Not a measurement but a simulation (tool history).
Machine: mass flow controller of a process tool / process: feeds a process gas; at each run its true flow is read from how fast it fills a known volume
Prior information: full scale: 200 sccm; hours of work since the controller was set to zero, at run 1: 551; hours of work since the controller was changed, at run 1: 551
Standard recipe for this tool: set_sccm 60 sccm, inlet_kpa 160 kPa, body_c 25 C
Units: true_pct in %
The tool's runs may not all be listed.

run   hour  set_sccm  inlet_kpa  body_c  hours of work since the controller was set to zero  hours of work since the controller was changed  true_pct
  1    0.0        60        160      25                                                 551                                             551     99.86
  2   70.9        60        160      25                                                 597                                             597     99.95
  3  121.3        60        160      25                                                 630                                             630     99.84
  4  176.9        60        160      22                                                 666                                             666    100.07
  5  243.6        60        141      25                                                 709                                             709     99.86
  6  290.4        60        141      25                                                 739                                             739     99.87
  7  328.3        60        160      25                                                 764                                             764     99.98
  8  380.2        60        160      25                                                 797                                             797     99.88
  9  420.6        60        160      25                                                 823                                             823     99.83
 10  478.0        98        140      25                                                 861                                             861     99.74
 11  510.2        70        160      25                                                 881                                             881     99.72
 12  577.4       139        211      31                                                 925                                             925     99.40
 13  626.1        76        195      24                                                 956                                             956    100.01
 14  667.4        26        211      23                                                 983                                             983    100.83
 15  742.4       197        160      25                                                1032                                            1032     99.97
 16  786.8        95        190      25                                                1060                                            1060     99.86
 17  841.8        95        190      25                                                1096                                            1096     99.85

Alternative continuations, all from the tool just after run 17; predict every row:
  A  912.0        60        148      25                                                1141                                            1141         ?
  B  912.0        71        144      25                                                1141                                            1141         ?
  C  912.0        46        228      25                                                1141                                            1141         ?
  D  912.0        95        151      25                                                1141                                            1141         ?
  E  912.0        43        190      25                                                1141                                            1141         ?

run  true_pct
  A     99.95
  B     99.76
  C    100.17
  D     99.78
  E    100.25
With the hidden condition removed and each run's random variation left untouched, the same runs would have given:
run  true_pct
  A     99.60
  B     99.49
  C     99.67
  D     99.62
  E     99.70
